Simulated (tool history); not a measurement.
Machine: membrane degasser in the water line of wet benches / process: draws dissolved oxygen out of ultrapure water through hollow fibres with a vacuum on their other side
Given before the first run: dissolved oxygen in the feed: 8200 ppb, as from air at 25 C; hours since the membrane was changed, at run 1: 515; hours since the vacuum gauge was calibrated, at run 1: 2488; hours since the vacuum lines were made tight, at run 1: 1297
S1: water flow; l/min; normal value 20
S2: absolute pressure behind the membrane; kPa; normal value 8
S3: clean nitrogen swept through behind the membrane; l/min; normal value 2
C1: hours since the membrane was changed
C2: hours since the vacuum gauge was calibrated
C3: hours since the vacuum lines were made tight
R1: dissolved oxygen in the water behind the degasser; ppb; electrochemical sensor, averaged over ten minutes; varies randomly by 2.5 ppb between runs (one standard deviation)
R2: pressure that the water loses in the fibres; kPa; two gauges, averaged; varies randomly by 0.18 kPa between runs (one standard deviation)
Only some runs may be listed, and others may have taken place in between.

| run | hour | S1 | S2 | S3 | C1 | C2 | C3 | R1 | R2 |
|---|---|---|---|---|---|---|---|---|---|
| 1 | 0 | 20 | 8 | 2 | 515 | 2488 | 1297 | 257.4 | 45.71 |
| 2 | 77.1 | 20 | 8.26 | 2 | 592 | 2565 | 1374 | 268.6 | 45.67 |
| 3 | 146.2 | 20 | 8.26 | 2.78 | 661 | 2634 | 1443 | 237.5 | 45.62 |
| 4 | 252.1 | 18 | 8.26 | 2.78 | 767 | 2740 | 1549 | 186.3 | 41.33 |
| 5 | 325.9 | 18 | 8.26 | 2.78 | 841 | 2814 | 1623 | 187.7 | 41.21 |
| 6 | 417.3 | 18 | 8 | 2 | 932 | 2905 | 1714 | 209.5 | 41.59 |
| 7 | 565.1 | 20 | 8 | 0.81 | 1080 | 3053 | 1862 | 407.1 | 46.05 |
| 8 | 686.1 | 20 | 8 | 0.81 | 1201 | 3174 | 1983 | 408.2 | 46.25 |
| 9 | 752.9 | 20 | 11.95 | 2 | 1268 | 3241 | 2050 | 349.3 | 46.25 |
| 10 | 891.8 | 20 | 11.95 | 2 | 1406 | 3379 | 2189 | 353.3 | 46.36 |
|  | 997.8 | vacuum gauge calibrated |
| 11 | 997.8 | 20 | 11.95 | 2 | 1512 | 0 | 2294 | 340.8 | 46.48 |
| 12 | 1117.4 | 20 | 11.95 | 2 | 1632 | 120 | 2414 | 348.9 | 46.25 |
| 13 | 1190.8 | 20 | 11.95 | 2 | 1705 | 193 | 2487 | 348.2 | 46.49 |
| 14 | 1328.3 | 20 | 11.95 | 1.05 | 1842 | 330 | 2625 | 505.6 | 46.11 |
| 15 | 1395.5 | 20 | 11.95 | 1.05 | 1910 | 398 | 2692 | 517.7 | 46.44 |
| 16 | 1506.4 | 24 | 18.79 | 1.59 | 2021 | 509 | 2803 | 729.1 | 55.73 |
| 17 | 1654.3 | 20 | 8 | 3.12 | 2168 | 656 | 2951 | 222.9 | 46.63 |
| 18 | 1759.8 | 20 | 5.15 | 1.5 | 2274 | 762 | 3056 | 216.8 | 46.83 |
| 19 | 1888.8 | 25 | 5.15 | 1.22 | 2403 | 891 | 3185 | 363.6 | 58.47 |
| 20 | 1960.6 | 30 | 8 | 1.47 | 2475 | 963 | 3257 | 621.7 | 69.94 |
| 21 | 2086.3 | 25 | 8 | 1.09 | 2600 | 1088 | 3383 | 505.1 | 58.18 |
| 22 | 2217.3 | 17 | 8 | 5.45 | 2731 | 1219 | 3514 | 136 | 39.94 |
| 23 | 2319.2 | 15 | 8 | 2 | 2833 | 1321 | 3616 | 153.6 | 35.01 |
| 24 | 2402.5 | 15 | 6.42 | 5.76 | 2917 | 1405 | 3699 | 87.9 | 35.09 |
| 25 | 2540.9 | 21 | 9.01 | 2 | 3055 | 1543 | 3837 | 324.4 | 49.11 |
| 26 | 2611.8 | 21 | 9.01 | 2 | 3126 | 1614 | 3908 | 325.3 | 49 |
| 27 | 2759.1 | 20 | 6.59 | 2 | 3273 | 1761 | 4056 | 240.5 | 47.21 |
|  | 2862.4 | seals of the vacuum lines changed |
| 28 | 2893.7 | 13 | 13.74 | 2.77 | 3406 | 1894 | 31 | 156.3 | 30.3 |

Predict each of these 3 candidate next runs independently; none follows another, all start after run 28:
| A | 2984.2 | 20 | 13.08 | 1.45 | 3496 | 1984 | 122 | ? | ? |
| B | 2984.2 | 20 | 8 | 1.46 | 3496 | 1984 | 122 | ? | ? |
| C | 2984.2 | 23 | 14.02 | 1.55 | 3496 | 1984 | 122 | ? | ? |

| run | R1 | R2 |
|---|---|---|
| A | 460.1 | 47.32 |
| B | 314.1 | 47.04 |
| C | 573.2 | 54.13 |
What these runs would have given with no unlogged condition in the tool:
| run | R1 | R2 |
|---|---|---|
| A | 438.5 | 45.93 |
| B | 291.6 | 45.66 |
| C | 546.4 | 52.54 |
